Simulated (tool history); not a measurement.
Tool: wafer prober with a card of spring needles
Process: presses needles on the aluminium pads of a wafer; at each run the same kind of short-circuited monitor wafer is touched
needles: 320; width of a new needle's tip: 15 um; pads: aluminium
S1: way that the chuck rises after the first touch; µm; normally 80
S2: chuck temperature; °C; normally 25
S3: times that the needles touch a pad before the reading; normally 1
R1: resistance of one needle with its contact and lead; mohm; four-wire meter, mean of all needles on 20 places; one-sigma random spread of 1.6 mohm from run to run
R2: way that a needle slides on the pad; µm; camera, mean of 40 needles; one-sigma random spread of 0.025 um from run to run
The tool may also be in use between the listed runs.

run,hour,S1,S2,S3,R1,R2
1,0,80,25,1,151,15.51
2,76.5,80,25,2,153,15.47
3,131.4,80,25,1,153,15.46
4,223.6,80,25,1,151,15.47
5,270.8,98,25,1,149,18.87
6,351.6,83,25,1,153,15.96
7,438.2,83,25,1,153,16
8,488.3,80,26,1,155,15.4
9,579.5,80,40,1,154,15.36
10,643.9,80,40,1,156,15.34
11,699.9,80,40,1,154,15.34
12,748.2,80,40,1,158,15.32
13,823.4,80,56,1,155,15.3
14,923.6,93,45,2,154,17.79
15,991,61,32,2,160,11.66
16,1034.1,97,32,2,152,18.5
17,1102.5,73,96,1,168,13.93
18,1144.8,80,25,1,153,15.23
19,1193.5,80,25,1,152,15.27
20,1234.8,65,56,1,160,12.37
21,1298.7,65,56,1,162,12.3
22,1384.6,98,122,1,168,18.59
23,1476.9,98,122,1,168,18.59

Not shown here: 102 entries made in the log between runs. Locate each between two listed runs and compare the hidden state at the listed run before it with the hidden state at the listed run after it:
Between runs 1 and 2: tips cleaned on abrasive film (hour 14); tips cleaned on abrasive film (hour 28.1); tips cleaned on abrasive film (hour 45.6); tips cleaned on abrasive film (hour 63.1)
  debris on the tips, nm: 0.4 -> 1.1; drift of the gauge itself on scrub_um, %: 0 -> -0.11
  measured minus no-state result, R2: +0 -> -0.02 µm
Between runs 2 and 3: tips cleaned on abrasive film (hour 80); tips cleaned on abrasive film (hour 97.6); tips cleaned on abrasive film (hour 111.6); tips cleaned on abrasive film (hour 129.1)
  debris on the tips, nm: 1.1 -> 0.3; way that the needles fall short of the set height, um: 0 -> 0.01; drift of the gauge itself on scrub_um, %: -0.11 -> -0.2
  measured minus no-state result, R2: -0.02 -> -0.04 µm
Between runs 3 and 4: height of the first contact set anew (hour 142.1); tips cleaned on abrasive film (hour 145.7); tips cleaned on abrasive film (hour 163.2); tips cleaned on abrasive film (hour 177.3); tips cleaned on abrasive film (hour 191.3); tips cleaned on abrasive film (hour 208.8); tips cleaned on abrasive film (hour 222.8)
  debris on the tips, nm: 0.3 -> 0.2; way that the needles fall short of the set height, um: 0.01 -> 0; drift of the gauge itself on scrub_um, %: -0.2 -> -0.34
  measured minus no-state result, R2: -0.04 -> -0.05 µm
Between runs 4 and 5: tips cleaned on abrasive film (hour 237.6); tips cleaned on abrasive film (hour 251.7); tips cleaned on abrasive film (hour 265.7)
  debris on the tips, nm: 0.2 -> 0.7; way that the needles fall short of the set height, um: 0 -> 0.01; drift of the gauge itself on scrub_um, %: -0.34 -> -0.41
  measured minus no-state result, R2: -0.05 -> -0.08 µm
Between runs 5 and 6: tips cleaned on abrasive film (hour 281.3); tips cleaned on abrasive film (hour 295.3); tips cleaned on abrasive film (hour 312.8); height of the first contact set anew (hour 323.6); tips cleaned on abrasive film (hour 327.2); tips cleaned on abrasive film (hour 344.7)
  debris on the tips, nm: 0.7 -> 0.8; way that the needles fall short of the set height, um: 0.01 -> 0; drift of the gauge itself on scrub_um, %: -0.41 -> -0.53
  measured minus no-state result, R2: -0.08 -> -0.08 µm
Between runs 6 and 7: tips cleaned on abrasive film (hour 362.1); tips cleaned on abrasive film (hour 376.2); tips cleaned on abrasive film (hour 390.2); tips cleaned on abrasive film (hour 407.7); tips cleaned on abrasive film (hour 425.2)
  debris on the tips, nm: 0.8 -> 1.2; tips' diameter, um: 15.02 -> 15.03; drift of the gauge itself on scrub_um, %: -0.53 -> -0.66
  measured minus no-state result, R2: -0.08 -> -0.1 µm
Between runs 7 and 8: tips cleaned on abrasive film (hour 441.8); tips cleaned on abrasive film (hour 455.8); tips cleaned on abrasive film (hour 473.3); tips cleaned on abrasive film (hour 488.3)
  debris on the tips, nm: 1.2 -> 0.1; way that the needles fall short of the set height, um: 0 -> 0.01; drift of the gauge itself on scrub_um, %: -0.66 -> -0.73
  measured minus no-state result, R2: -0.1 -> -0.11 µm
Between runs 8 and 9: height of the first contact set anew (hour 502.6); tips cleaned on abrasive film (hour 506.1); tips cleaned on abrasive film (hour 520.2); tips cleaned on abrasive film (hour 534.2); tips cleaned on abrasive film (hour 551.7); tips cleaned on abrasive film (hour 565.7)
  debris on the tips, nm: 0.1 -> 1.2; way that the needles fall short of the set height, um: 0.01 -> 0; drift of the gauge itself on scrub_um, %: -0.73 -> -0.87
  measured minus no-state result, R2: -0.11 -> -0.14 µm
Between runs 9 and 10: tips cleaned on abrasive film (hour 583.1); tips cleaned on abrasive film (hour 600.6); tips cleaned on abrasive film (hour 614.6); tips cleaned on abrasive film (hour 632.2)
  debris on the tips, nm: 1.2 -> 1.1; way that the needles fall short of the set height, um: 0 -> 0.01; drift of the gauge itself on scrub_um, %: -0.87 -> -0.97
  measured minus no-state result, R2: -0.14 -> -0.15 µm
Between runs 10 and 11: tips cleaned on abrasive film (hour 647.5); tips cleaned on abrasive film (hour 665); tips cleaned on abrasive film (hour 682.5); height of the first contact set anew (hour 682.8); tips cleaned on abrasive film (hour 699.9)
  debris on the tips, nm: 1.1 -> 0.1; way that the needles fall short of the set height, um: 0.01 -> 0; drift of the gauge itself on scrub_um, %: -0.97 -> -1.05
  measured minus no-state result, R2: -0.15 -> -0.16 µm
Between runs 11 and 12: tips cleaned on abrasive film (hour 713.9); tips cleaned on abrasive film (hour 731.5); tips cleaned on abrasive film (hour 748.2)
  drift of the gauge itself on scrub_um, %: -1.05 -> -1.12
  measured minus no-state result, R2: -0.16 -> -0.17 µm
Between runs 12 and 13: tips cleaned on abrasive film (hour 762.2); tips cleaned on abrasive film (hour 776.3); tips cleaned on abrasive film (hour 793.8); tips cleaned on abrasive film (hour 807.8); tips cleaned on abrasive film (hour 823.4)
  way that the needles fall short of the set height, um: 0 -> 0.01; drift of the gauge itself on scrub_um, %: -1.12 -> -1.23
  measured minus no-state result, R2: -0.17 -> -0.19 µm
Between runs 13 and 14: tips cleaned on abrasive film (hour 837.4); tips cleaned on abrasive film (hour 854.9); height of the first contact set anew (hour 862.2); tips cleaned on abrasive film (hour 869.3); tips cleaned on abrasive film (hour 886.8); tips cleaned on abrasive film (hour 904.3); tips cleaned on abrasive film (hour 918.3)
  debris on the tips, nm: 0.1 -> 0.8; way that the needles fall short of the set height, um: 0.01 -> 0; drift of the gauge itself on scrub_um, %: -1.23 -> -1.39
  measured minus no-state result, R2: -0.19 -> -0.25 µm
Between runs 14 and 15: tips cleaned on abrasive film (hour 934.2); tips cleaned on abrasive film (hour 948.2); tips cleaned on abrasive film (hour 965.7); tips cleaned on abrasive film (hour 983.2)
  debris on the tips, nm: 0.8 -> 0.9; way that the needles fall short of the set height, um: 0 -> 0.01; drift of the gauge itself on scrub_um, %: -1.39 -> -1.49
  measured minus no-state result, R2: -0.25 -> -0.18 µm
Between runs 15 and 16: tips cleaned on abrasive film (hour 998); tips cleaned on abrasive film (hour 1012.1); tips cleaned on abrasive film (hour 1026.1)
  debris on the tips, nm: 0.9 -> 1; drift of the gauge itself on scrub_um, %: -1.49 -> -1.55
  measured minus no-state result, R2: -0.18 -> -0.29 µm
Between runs 16 and 17: tips cleaned on abrasive film (hour 1041.2); height of the first contact set anew (hour 1041.5); tips cleaned on abrasive film (hour 1059); tips cleaned on abrasive film (hour 1076.5); tips cleaned on abrasive film (hour 1094)
  way that the needles fall short of the set height, um: 0.01 -> 0; tips' diameter, um: 15.03 -> 15.04; drift of the gauge itself on scrub_um, %: -1.55 -> -1.65
  measured minus no-state result, R2: -0.29 -> -0.24 µm
Between runs 17 and 18: tips cleaned on abrasive film (hour 1109.6); tips cleaned on abrasive film (hour 1123.6); tips cleaned on abrasive film (hour 1137.6)
  debris on the tips, nm: 1 -> 0.9; drift of the gauge itself on scrub_um, %: -1.65 -> -1.72
  measured minus no-state result, R2: -0.24 -> -0.27 µm
Between runs 18 and 19: tips cleaned on abrasive film (hour 1151.9); tips cleaned on abrasive film (hour 1165.9); tips cleaned on abrasive film (hour 1183.4)
  debris on the tips, nm: 0.9 -> 1; way that the needles fall short of the set height, um: 0 -> 0.01; drift of the gauge itself on scrub_um, %: -1.72 -> -1.79
  measured minus no-state result, R2: -0.27 -> -0.28 µm
Between runs 19 and 20: tips cleaned on abrasive film (hour 1200.5); tips cleaned on abrasive film (hour 1214.6); height of the first contact set anew (hour 1221.8); tips cleaned on abrasive film (hour 1228.9)
  debris on the tips, nm: 1 -> 0.9; way that the needles fall short of the set height, um: 0.01 -> 0; drift of the gauge itself on scrub_um, %: -1.79 -> -1.85
  measured minus no-state result, R2: -0.28 -> -0.23 µm
Between runs 20 and 21: tips cleaned on abrasive film (hour 1245.3); tips cleaned on abrasive film (hour 1259.4); tips cleaned on abrasive film (hour 1273.4); tips cleaned on abrasive film (hour 1287.4)
  debris on the tips, nm: 0.9 -> 1.1; drift of the gauge itself on scrub_um, %: -1.85 -> -1.95
  measured minus no-state result, R2: -0.23 -> -0.25 µm
Between runs 21 and 22: tips cleaned on abrasive film (hour 1302.3); tips cleaned on abrasive film (hour 1319.8); tips cleaned on abrasive film (hour 1333.8); tips cleaned on abrasive film (hour 1347.8); tips cleaned on abrasive film (hour 1365.3); tips cleaned on abrasive film (hour 1382.9)
  debris on the tips, nm: 1.1 -> 0.3; way that the needles fall short of the set height, um: 0 -> 0.01; drift of the gauge itself on scrub_um, %: -1.95 -> -2.08
  measured minus no-state result, R2: -0.25 -> -0.4 µm
Between runs 22 and 23: tips cleaned on abrasive film (hour 1398.6); height of the first contact set anew (hour 1402.4); tips cleaned on abrasive film (hour 1412.9); tips cleaned on abrasive film (hour 1427); tips cleaned on abrasive film (hour 1444.5); tips cleaned on abrasive film (hour 1462); tips cleaned on abrasive film (hour 1476.9)
  debris on the tips, nm: 0.3 -> 0.1; way that the needles fall short of the set height, um: 0.01 -> 0; drift of the gauge itself on scrub_um, %: -2.08 -> -2.21
  measured minus no-state result, R2: -0.4 -> -0.42 µm
